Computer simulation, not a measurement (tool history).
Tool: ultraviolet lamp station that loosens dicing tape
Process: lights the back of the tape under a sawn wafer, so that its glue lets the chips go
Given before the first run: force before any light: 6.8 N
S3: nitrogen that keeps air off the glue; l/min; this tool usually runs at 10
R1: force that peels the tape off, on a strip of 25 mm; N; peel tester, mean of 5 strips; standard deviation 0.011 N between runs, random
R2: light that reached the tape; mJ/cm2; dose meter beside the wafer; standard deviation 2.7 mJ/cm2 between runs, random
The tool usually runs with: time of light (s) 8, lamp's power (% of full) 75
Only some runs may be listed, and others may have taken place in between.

Run 1, hour 0: usual settings. Result: R1 0.657 N, R2 304 mJ/cm2.
Run 2, hour 6.1: usual settings. Result: R1 0.67 N, R2 304 mJ/cm2.
Run 3, hour 12: usual settings. Result: R1 0.677 N, R2 303 mJ/cm2.
Run 4, hour 18.5: usual settings. Result: R1 0.645 N, R2 301 mJ/cm2.
Run 5, hour 27.7: usual settings but lamp's power (% of full) 78. Result: R1 0.619 N, R2 314 mJ/cm2.
Run 6, hour 39.4: usual settings but lamp's power (% of full) 78. Result: R1 0.639 N, R2 313 mJ/cm2.
Run 7, hour 45.6: usual settings but lamp's power (% of full) 78. Result: R1 0.655 N, R2 311 mJ/cm2.
Run 8, hour 56.2: usual settings but lamp's power (% of full) 78. Result: R1 0.655 N, R2 309 mJ/cm2.
Run 9, hour 67.1: usual settings. Result: R1 0.702 N, R2 298 mJ/cm2.
Run 10, hour 73.2: usual settings. Result: R1 0.672 N, R2 299 mJ/cm2.
Run 11, hour 87.5: usual settings. Result: R1 0.703 N, R2 297 mJ/cm2.
Run 12, hour 101: usual settings but lamp's power (% of full) 66. Result: R1 0.91 N, R2 260 mJ/cm2.
Run 13, hour 109.7: usual settings but lamp's power (% of full) 66. Result: R1 0.894 N, R2 262 mJ/cm2.
Run 14, hour 119.1: usual settings. Result: R1 0.705 N, R2 293 mJ/cm2.
Run 15, hour 129.6: usual settings. Result: R1 0.703 N, R2 291 mJ/cm2.
Run 16, hour 139.2: usual settings. Result: R1 0.747 N, R2 290 mJ/cm2.
Run 17, hour 147.6: usual settings but S3 14 l/min. Result: R1 0.587 N, R2 290 mJ/cm2.
Run 18, hour 160.2: usual settings but S3 7 l/min. Result: R1 0.916 N, R2 291 mJ/cm2.
Run 19, hour 170.5: usual settings but S3 7 l/min. Result: R1 0.918 N, R2 288 mJ/cm2.
Run 20, hour 178.7: usual settings. Result: R1 0.751 N, R2 288 mJ/cm2.
Run 21, hour 188.7: usual settings but lamp's power (% of full) 67. Result: R1 0.9 N, R2 255 mJ/cm2.
Run 22, hour 197.8: usual settings but lamp's power (% of full) 67. Result: R1 0.908 N, R2 257 mJ/cm2.
Run 23, hour 211.5: usual settings but time of light (s) 13. Result: R1 0.301 N, R2 461 mJ/cm2.
Run 24, hour 223.4: usual settings but time of light (s) 13. Result: R1 0.321 N, R2 460 mJ/cm2.
Run 25, hour 234.1: usual settings but time of light (s) 13. Result: R1 0.271 N, R2 542 mJ/cm2.
Run 26, hour 241.4: usual settings but time of light (s) 13, S3 19 l/min. Result: R1 0.224 N, R2 540 mJ/cm2.
Run 27, hour 255.5: usual settings but time of light (s) 4, lamp's power (% of full) 81. Result: R1 1.567 N, R2 176 mJ/cm2.
Run 28, hour 269.8: usual settings but time of light (s) 7, lamp's power (% of full) 65. Result: R1 0.913 N, R2 248 mJ/cm2.
Run 29, hour 280.2: usual settings but time of light (s) 14, lamp's power (% of full) 79, S3 5 l/min. Result: R1 0.318 N, R2 611 mJ/cm2.
Run 30, hour 294.5: usual settings but time of light (s) 9, lamp's power (% of full) 100, S3 6 l/min. Result: R1 0.399 N, R2 500 mJ/cm2.
Run 31, hour 306.4: usual settings but time of light (s) 9, lamp's power (% of full) 100, S3 6 l/min. Result: R1 0.397 N, R2 493 mJ/cm2.
Run 32, hour 319.9: usual settings but time of light (s) 10, lamp's power (% of full) 78, S3 12 l/min. Result: R1 0.311 N, R2 431 mJ/cm2.
Run 33, hour 333.4: usual settings but time of light (s) 10, lamp's power (% of full) 78, S3 12 l/min. Result: R1 0.315 N, R2 421 mJ/cm2.
Run 34, hour 344.2: usual settings but time of light (s) 10, lamp's power (% of full) 78, S3 12 l/min. Result: R1 0.318 N, R2 425 mJ/cm2.
Run 35, hour 355.8: usual settings but time of light (s) 9, S3 8 l/min. Result: R1 0.555 N, R2 366 mJ/cm2.
Run 36, hour 368.9: usual settings but time of light (s) 5, lamp's power (% of full) 66, S3 4 l/min. Result: R1 2.427 N, R2 173 mJ/cm2.
Run 37, hour 378.8: usual settings but time of light (s) 5, lamp's power (% of full) 66, S3 4 l/min. Result: R1 2.536 N, R2 178 mJ/cm2.
Run 38, hour 389.6: usual settings but time of light (s) 12, S3 5 l/min. Result: R1 0.478 N, R2 479 mJ/cm2.
Run 39, hour 399.9: usual settings but time of light (s) 12, S3 5 l/min. Result: R1 0.492 N, R2 474 mJ/cm2.
Run 40, hour 406.6: usual settings but time of light (s) 6, S3 5 l/min. Result: R1 1.587 N, R2 241 mJ/cm2.
Run 41, hour 414: usual settings but time of light (s) 14, lamp's power (% of full) 81, S3 3 l/min. Result: R1 0.493 N, R2 601 mJ/cm2.
Run 42, hour 426.7: usual settings but time of light (s) 14, lamp's power (% of full) 81, S3 3 l/min. Result: R1 0.475 N, R2 600 mJ/cm2.
Run 43, hour 436.6: usual settings but time of light (s) 10, lamp's power (% of full) 61, S3 8 l/min. Result: R1 0.678 N, R2 322 mJ/cm2.
Run 44, hour 449.2: usual settings but time of light (s) 9, lamp's power (% of full) 84. Result: R1 0.42 N, R2 398 mJ/cm2.
Run 45, hour 463.8: usual settings but time of light (s) 7, lamp's power (% of full) 66, S3 16 l/min. Result: R1 0.753 N, R2 242 mJ/cm2.

Withheld: 1 entry from between the runs. Position of each, and hidden state at the listed run before versus the listed run after:
From run 24 to run 25: window cleaned of glue's vapour (hour 233.7)
  lamp's light, % of a new lamp's: 95.5 -> 95.4; light that the window lets through, % of a clean one's: 84.4 -> 99.9
  measured result minus the result with no hidden state, R1: +0.071 -> +0.012 N; R2: -110 -> -27 mJ/cm2

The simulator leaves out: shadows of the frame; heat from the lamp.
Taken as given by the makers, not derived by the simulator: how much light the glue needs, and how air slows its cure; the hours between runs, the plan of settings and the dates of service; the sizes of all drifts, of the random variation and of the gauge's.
